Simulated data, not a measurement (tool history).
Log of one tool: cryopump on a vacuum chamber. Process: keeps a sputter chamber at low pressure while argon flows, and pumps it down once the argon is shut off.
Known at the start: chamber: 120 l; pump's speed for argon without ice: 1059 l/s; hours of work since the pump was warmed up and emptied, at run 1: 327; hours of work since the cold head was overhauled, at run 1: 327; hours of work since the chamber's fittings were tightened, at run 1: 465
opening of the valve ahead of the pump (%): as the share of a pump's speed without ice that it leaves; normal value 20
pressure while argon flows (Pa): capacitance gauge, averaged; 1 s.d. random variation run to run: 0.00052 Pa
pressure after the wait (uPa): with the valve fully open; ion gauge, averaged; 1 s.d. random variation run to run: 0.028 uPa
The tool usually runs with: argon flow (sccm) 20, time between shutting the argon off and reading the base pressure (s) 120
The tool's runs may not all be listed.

run	hour	argon flow (sccm)	time between shutting the argon off and reading the base pressure (s)	opening of the valve ahead of the pump (%)	hours of work since the pump was warmed up and emptied	hours of work since the cold head was overhauled	hours of work since the chamber's fittings were tightened	pressure while argon flows (Pa)	pressure after the wait (uPa)
1	0	20	120	20	327	327	465	0.1622	1.99
2	22.8	20	120	20	341	341	479	0.1626	2.03
3	41	20	120	20	353	353	490	0.1632	2.03
4	55.6	20	120	20	362	362	500	0.1632	2.06
5	75.7	20	120	20	374	374	512	0.163	2.09
6	95.3	20	120	20	386	386	524	0.1622	2.02
7	110.1	20	120	20	396	396	533	0.1628	2.18
8	132.7	20	120	20	410	410	548	0.1628	2.1
9	143.2	8	28	24	416	416	554	0.055	5.35
10	155.4	39	43	20	424	424	562	0.3164	3.99
11	173.5	35	77	20	435	435	573	0.2858	2.75
12	185	26	30	53	442	442	580	0.0833	5.19
13	201.1	30	149	56	452	452	590	0.0908	1.96
14	221	30	149	56	465	465	603	0.0905	1.97

Predict each of these 3 candidate next runs independently; none follows another, all start after run 14:
A	243.2	9	75	22	479	479	616	?	?
B	243.2	30	149	21	479	479	616	?	?
C	243.2	30	188	56	479	479	616	?	?

run	pressure while argon flows (Pa)	pressure after the wait (uPa)
A	0.0677	2.86
B	0.2337	2.06
C	0.091	1.89
With the hidden condition removed and each run's random variation left untouched, the same runs would have given:
run	pressure while argon flows (Pa)	pressure after the wait (uPa)
A	0.066	1.92
B	0.228	1.12
C	0.0853	0.94
